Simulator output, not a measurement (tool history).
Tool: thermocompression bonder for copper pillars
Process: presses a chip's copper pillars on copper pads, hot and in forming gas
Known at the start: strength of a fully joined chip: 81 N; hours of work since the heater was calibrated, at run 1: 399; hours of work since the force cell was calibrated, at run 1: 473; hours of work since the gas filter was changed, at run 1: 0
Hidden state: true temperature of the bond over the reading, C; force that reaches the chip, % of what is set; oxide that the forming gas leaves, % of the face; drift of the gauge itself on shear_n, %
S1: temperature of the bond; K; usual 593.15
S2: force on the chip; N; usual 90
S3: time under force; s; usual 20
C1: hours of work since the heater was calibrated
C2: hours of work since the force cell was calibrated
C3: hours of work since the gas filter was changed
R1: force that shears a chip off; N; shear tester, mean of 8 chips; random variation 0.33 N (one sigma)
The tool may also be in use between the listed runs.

run 1 hour=0 | S1=593.15 S2=90 S3=20 | C1=399 C2=473 C3=0 | R1=33.6
run 2 hour=55.9 | S1=593.15 S2=90 S3=20 | C1=429 C2=503 C3=30 | R1=32
run 3 hour=120.4 | S1=593.15 S2=90 S3=20 | C1=464 C2=538 C3=66 | R1=31.6
run 4 hour=179.2 | S1=569.15 S2=90 S3=20 | C1=496 C2=570 C3=98 | R1=23.1
run 5 hour=239.9 | S1=569.15 S2=90 S3=20 | C1=530 C2=604 C3=131 | R1=22.4
-- hour=272.9 forming gas filter changed
run 6 hour=313.2 | S1=569.15 S2=90 S3=20 | C1=569 C2=643 C3=22 | R1=23.9
run 7 hour=363.2 | S1=569.15 S2=90 S3=20 | C1=596 C2=670 C3=49 | R1=23.2
run 8 hour=441.4 | S1=569.15 S2=90 S3=20 | C1=639 C2=713 C3=92 | R1=22.7
run 9 hour=489.8 | S1=569.15 S2=90 S3=20 | C1=666 C2=740 C3=118 | R1=22
run 10 hour=526.9 | S1=569.15 S2=90 S3=20 | C1=686 C2=760 C3=139 | R1=22.3
-- hour=547.2 forming gas filter changed
run 11 hour=601.8 | S1=569.15 S2=90 S3=20 | C1=726 C2=800 C3=30 | R1=24.2
run 12 hour=682 | S1=569.15 S2=90 S3=20 | C1=770 C2=844 C3=74 | R1=23.6
-- hour=690.6 heater calibrated with a thermocouple chip
run 13 hour=754.5 | S1=593.15 S2=90 S3=20 | C1=35 C2=883 C3=112 | R1=29
-- hour=821.5 forming gas filter changed
run 14 hour=828.1 | S1=597.15 S2=77 S3=26 | C1=75 C2=922 C3=4 | R1=33.2
run 15 hour=890.4 | S1=597.15 S2=93 S3=37 | C1=109 C2=956 C3=38 | R1=41.3
-- hour=937.9 heater calibrated with a thermocouple chip, once more
run 16 hour=975.8 | S1=595.15 S2=93 S3=28 | C1=21 C2=1002 C3=83 | R1=38.3
run 17 hour=1060.8 | S1=579.15 S2=65 S3=24 | C1=67 C2=1048 C3=129 | R1=22.7
-- hour=1097.6 forming gas filter changed
run 18 hour=1117.5 | S1=606.15 S2=70 S3=41 | C1=98 C2=1079 C3=11 | R1=42.6
run 19 hour=1170.4 | S1=606.15 S2=70 S3=41 | C1=127 C2=1108 C3=40 | R1=41.2
-- hour=1204.4 force cell calibrated
run 20 hour=1207.6 | S1=582.15 S2=92 S3=41 | C1=146 C2=2 C3=59 | R1=36.5
run 21 hour=1246.1 | S1=588.15 S2=90 S3=15 | C1=167 C2=23 C3=80 | R1=25.9
run 22 hour=1300.6 | S1=588.15 S2=90 S3=15 | C1=197 C2=52 C3=110 | R1=25.4
run 23 hour=1335.7 | S1=597.15 S2=115 S3=23 | C1=216 C2=72 C3=129 | R1=38.5
-- hour=1372 forming gas filter changed
run 24 hour=1411.6 | S1=597.15 S2=101 S3=58 | C1=257 C2=113 C3=22 | R1=51.8
run 25 hour=1465.1 | S1=597.15 S2=60 S3=57 | C1=286 C2=142 C3=51 | R1=36.2

3 ways to go on from here, each from the tool as it stands after run 25. What would each give?
run A hour=1499.8 | S1=607.15 S2=129 S3=51 | C1=305 C2=161 C3=70 | R1=?
run B hour=1499.8 | S1=593.15 S2=117 S3=20 | C1=305 C2=161 C3=70 | R1=?
run C hour=1499.8 | S1=603.15 S2=64 S3=33 | C1=305 C2=161 C3=70 | R1=?

run=A R1=57.9
run=B R1=37
run=C R1=32.7
Without the tool's hidden state the same runs would have given:
run=A R1=62
run=B R1=39.8
run=C R1=35.2
